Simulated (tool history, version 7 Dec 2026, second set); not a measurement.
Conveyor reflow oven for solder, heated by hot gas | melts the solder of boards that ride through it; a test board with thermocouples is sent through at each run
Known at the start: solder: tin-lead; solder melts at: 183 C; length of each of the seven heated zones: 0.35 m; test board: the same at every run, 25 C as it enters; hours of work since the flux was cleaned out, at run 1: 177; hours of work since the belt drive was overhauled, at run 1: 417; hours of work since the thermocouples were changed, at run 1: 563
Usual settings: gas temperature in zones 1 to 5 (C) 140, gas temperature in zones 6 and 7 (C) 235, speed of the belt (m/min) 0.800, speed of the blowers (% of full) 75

run	hour	gas temperature in zones 1 to 5 (C)	gas temperature in zones 6 and 7 (C)	speed of the belt (m/min)	speed of the blowers (% of full)	hours of work since the flux was cleaned out	hours of work since the belt drive was overhauled	hours of work since the thermocouples were changed	highest temperature of the board (C)	time above the solder's melting point (s)
1	0.0	140	235	0.800	75	177	417	563	222.4	43.5
2	56.4	140	235	0.950	75	202	443	589	218.3	34.3
3	101.5	140	235	0.677	75	223	464	610	227.2	53.8
4	136.9	140	245	0.800	75	239	480	626	232.3	46.5
5	180.2	140	245	0.800	75	259	499	646	232.3	46.9
6	211.2	140	245	0.800	75	273	514	660	232.9	46.8
7	239.9	140	248	0.800	75	286	527	673	234.6	48.1
# hour 257.9: flux residue cleaned out of gas plates and filters
8	271.5	140	248	0.800	75	6	539	685	235.3	47.8
9	305.9	140	235	0.800	75	22	555	701	223.9	43.6
10	357.7	140	234	0.800	75	46	578	725	222.1	43.0
11	412.1	140	235	0.800	75	70	603	749	223.2	43.0
12	468.2	140	235	0.800	75	96	629	775	223.0	43.6
13	515.0	140	235	0.800	75	117	650	796	222.9	42.9
14	563.1	140	235	0.800	70	139	672	818	222.2	42.8
15	587.9	140	235	0.800	70	151	683	830	221.6	42.4
16	645.1	140	235	0.895	80	177	709	856	221.1	38.0
17	691.6	146	235	0.800	82	198	731	877	225.7	45.4
18	746.8	140	225	0.858	75	223	756	902	211.6	35.1
19	796.1	140	238	0.844	62	246	778	925	221.3	39.8
20	850.5	152	238	0.844	62	271	803	950	223.6	43.3
21	894.1	153	235	0.800	75	290	823	969	225.3	47.4
# hour 903.1: flux residue cleaned out of gas plates and filters
22	949.4	131	235	0.800	82	21	846	992	223.8	41.7
23	984.6	130	240	0.800	75	37	862	1008	226.5	42.4
24	1011.4	130	240	0.800	75	49	874	1021	226.2	42.5
25	1036.6	130	240	0.800	75	61	886	1032	226.6	42.7

Forecast run 26:
26	1092.7	130	228	0.696	66	87	912	1058	?	?

{"run 26": {"highest temperature of the board (C)": 217.6, "time above the solder's melting point (s)": 44.7}}
Without the tool's hidden state the same run would have given highest temperature of the board (C) 217.4, time above the solder's melting point (s) 44.6.
